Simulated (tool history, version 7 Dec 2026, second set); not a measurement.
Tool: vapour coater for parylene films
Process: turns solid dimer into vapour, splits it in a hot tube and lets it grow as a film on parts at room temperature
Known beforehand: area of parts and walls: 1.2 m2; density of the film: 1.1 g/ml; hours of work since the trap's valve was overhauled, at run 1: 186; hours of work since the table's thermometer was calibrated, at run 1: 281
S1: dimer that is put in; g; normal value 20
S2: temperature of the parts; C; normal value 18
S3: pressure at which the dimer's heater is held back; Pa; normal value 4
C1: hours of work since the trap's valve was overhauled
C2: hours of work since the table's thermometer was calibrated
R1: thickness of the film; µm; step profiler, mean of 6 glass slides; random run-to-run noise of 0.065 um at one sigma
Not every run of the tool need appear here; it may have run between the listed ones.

{"run": 1, "day": 0.0, "S1": 20, "S2": 18, "S3": 4, "C1": 186, "C2": 281, "R1": 8.71}
{"run": 2, "day": 0.838, "S1": 20, "S2": 18, "S3": 4, "C1": 198, "C2": 293, "R1": 8.69}
{"day": 1.317, "done": "trap's valve overhauled"}
{"run": 3, "day": 1.833, "S1": 20, "S2": 27, "S3": 4, "C1": 7, "C2": 305, "R1": 7.71}
{"run": 4, "day": 2.675, "S1": 20, "S2": 27, "S3": 4, "C1": 19, "C2": 316, "R1": 7.7}
{"run": 5, "day": 3.1, "S1": 20, "S2": 21, "S3": 4, "C1": 25, "C2": 322, "R1": 8.88}
{"run": 6, "day": 3.967, "S1": 23, "S2": 21, "S3": 4, "C1": 37, "C2": 335, "R1": 10.06}
{"run": 7, "day": 4.408, "S1": 23, "S2": 21, "S3": 4, "C1": 44, "C2": 341, "R1": 10.18}
{"run": 8, "day": 5.258, "S1": 23, "S2": 21, "S3": 4, "C1": 56, "C2": 353, "R1": 10.05}
{"day": 5.362, "done": "table's thermometer calibrated"}
{"run": 9, "day": 5.758, "S1": 20, "S2": 18, "S3": 4, "C1": 62, "C2": 6, "R1": 9.35}
{"run": 10, "day": 6.25, "S1": 20, "S2": 18, "S3": 4, "C1": 69, "C2": 13, "R1": 9.33}
{"run": 11, "day": 7.062, "S1": 20, "S2": 18, "S3": 4, "C1": 81, "C2": 24, "R1": 9.2}
{"run": 12, "day": 7.588, "S1": 20, "S2": 18, "S3": 4, "C1": 88, "C2": 31, "R1": 9.16}
{"run": 13, "day": 8.129, "S1": 20, "S2": 18, "S3": 4, "C1": 96, "C2": 39, "R1": 9.13}
{"day": 8.812, "done": "table's thermometer calibrated, once more"}
{"run": 14, "day": 8.95, "S1": 31, "S2": 16, "S3": 6.13, "C1": 107, "C2": 2, "R1": 14.23}
{"run": 15, "day": 9.35, "S1": 13, "S2": 18, "S3": 8.18, "C1": 112, "C2": 8, "R1": 5.62}
{"run": 16, "day": 10.112, "S1": 20, "S2": 14, "S3": 3.71, "C1": 123, "C2": 18, "R1": 9.92}
{"run": 17, "day": 10.625, "S1": 29, "S2": 22, "S3": 2.57, "C1": 130, "C2": 26, "R1": 12.14}
{"run": 18, "day": 11.138, "S1": 29, "S2": 22, "S3": 2.57, "C1": 138, "C2": 33, "R1": 12.16}
{"run": 19, "day": 11.679, "S1": 11, "S2": 22, "S3": 2.57, "C1": 145, "C2": 41, "R1": 4.6}
{"run": 20, "day": 12.188, "S1": 20, "S2": 24, "S3": 3.76, "C1": 153, "C2": 48, "R1": 7.64}
{"run": 21, "day": 12.654, "S1": 20, "S2": 14, "S3": 4, "C1": 159, "C2": 54, "R1": 9.61}
{"run": 22, "day": 13.2, "S1": 20, "S2": 22, "S3": 4, "C1": 167, "C2": 62, "R1": 7.95}
{"run": 23, "day": 13.983, "S1": 31, "S2": 12, "S3": 2.53, "C1": 178, "C2": 73, "R1": 16.18}
{"run": 24, "day": 14.733, "S1": 20, "S2": 19, "S3": 7.84, "C1": 189, "C2": 84, "R1": 8.06}
{"run": 25, "day": 15.204, "S1": 20, "S2": 19, "S3": 7.84, "C1": 195, "C2": 90, "R1": 8.06}
{"day": 15.921, "done": "trap's valve overhauled"}
{"run": 26, "day": 16.083, "S1": 20, "S2": 16, "S3": 8.33, "C1": 2, "C2": 100, "R1": 9.47}

Entry by entry between the runs, the difference in hidden state between the last listed run before and the first listed run after:
From run 2 to run 3: trap's valve overhauled (day 1.317)
  vapour lost through the trap's worn valve, %: 8.9 -> 0.6; true temperature of the parts over the reading, C: -0.49 -> -0.5
  measured value less the no-hidden-state value, R1: -0.75 -> +0.05 µm
From run 8 to run 9: table's thermometer calibrated (day 5.362)
  vapour lost through the trap's worn valve, %: 2.8 -> 3.1; true temperature of the parts over the reading, C: -0.55 -> -0.71
  measured value less the no-hidden-state value, R1: -0.15 -> -0.14 µm
From run 13 to run 14: table's thermometer calibrated, once more (day 8.812)
  vapour lost through the trap's worn valve, %: 4.6 -> 5.1; true temperature of the parts over the reading, C: -0.75 -> -0.02
  measured value less the no-hidden-state value, R1: -0.28 -> -0.76 µm
From run 25 to run 26: trap's valve overhauled (day 15.921)
  vapour lost through the trap's worn valve, %: 9.2 -> 0.4; true temperature of the parts over the reading, C: -0.12 -> -0.13
  measured value less the no-hidden-state value, R1: -0.79 -> -0.01 µm
